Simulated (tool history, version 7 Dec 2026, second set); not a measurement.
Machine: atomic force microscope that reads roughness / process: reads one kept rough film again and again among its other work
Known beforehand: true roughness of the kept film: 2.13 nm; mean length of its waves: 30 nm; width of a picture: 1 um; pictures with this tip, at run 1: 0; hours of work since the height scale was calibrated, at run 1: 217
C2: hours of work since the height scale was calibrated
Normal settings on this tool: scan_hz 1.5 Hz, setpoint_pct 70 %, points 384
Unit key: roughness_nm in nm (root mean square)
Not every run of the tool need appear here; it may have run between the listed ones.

run 1 hour=0 | scan_hz=1.5 setpoint_pct=70 points=384 | pictures_with_this_tip=0 C2=217 | roughness_nm=1.843
run 2 hour=54.2 | scan_hz=1.5 setpoint_pct=70 points=384 | pictures_with_this_tip=85 C2=244 | roughness_nm=1.838
run 3 hour=77.3 | scan_hz=1.5 setpoint_pct=86 points=384 | pictures_with_this_tip=122 C2=255 | roughness_nm=1.663
run 4 hour=115.9 | scan_hz=1.5 setpoint_pct=86 points=384 | pictures_with_this_tip=182 C2=274 | roughness_nm=1.655
-- hour=165.7 new tip fitted
run 5 hour=169.1 | scan_hz=1.5 setpoint_pct=70 points=384 | pictures_with_this_tip=5 C2=300 | roughness_nm=1.841
run 6 hour=209.3 | scan_hz=1.5 setpoint_pct=70 points=337 | pictures_with_this_tip=69 C2=320 | roughness_nm=1.842
run 7 hour=236.9 | scan_hz=1.5 setpoint_pct=70 points=389 | pictures_with_this_tip=112 C2=333 | roughness_nm=1.842
run 8 hour=275.6 | scan_hz=2.26 setpoint_pct=70 points=384 | pictures_with_this_tip=173 C2=352 | roughness_nm=1.758
run 9 hour=310 | scan_hz=0.99 setpoint_pct=70 points=706 | pictures_with_this_tip=227 C2=369 | roughness_nm=1.908
-- hour=331.9 new tip fitted
run 10 hour=349.8 | scan_hz=0.99 setpoint_pct=70 points=706 | pictures_with_this_tip=28 C2=388 | roughness_nm=1.896
run 11 hour=400 | scan_hz=0.99 setpoint_pct=70 points=706 | pictures_with_this_tip=107 C2=413 | roughness_nm=1.924

Run 12 comes next. What will it give?
run 12 hour=429 | scan_hz=0.99 setpoint_pct=73 points=706 | pictures_with_this_tip=153 C2=427 | roughness_nm=?

For run 12 the tool returned roughness_nm 1.892 nm (root mean square).
The same run, on a tool lacking any hidden state, would have yielded roughness_nm 1.897 nm (root mean square).
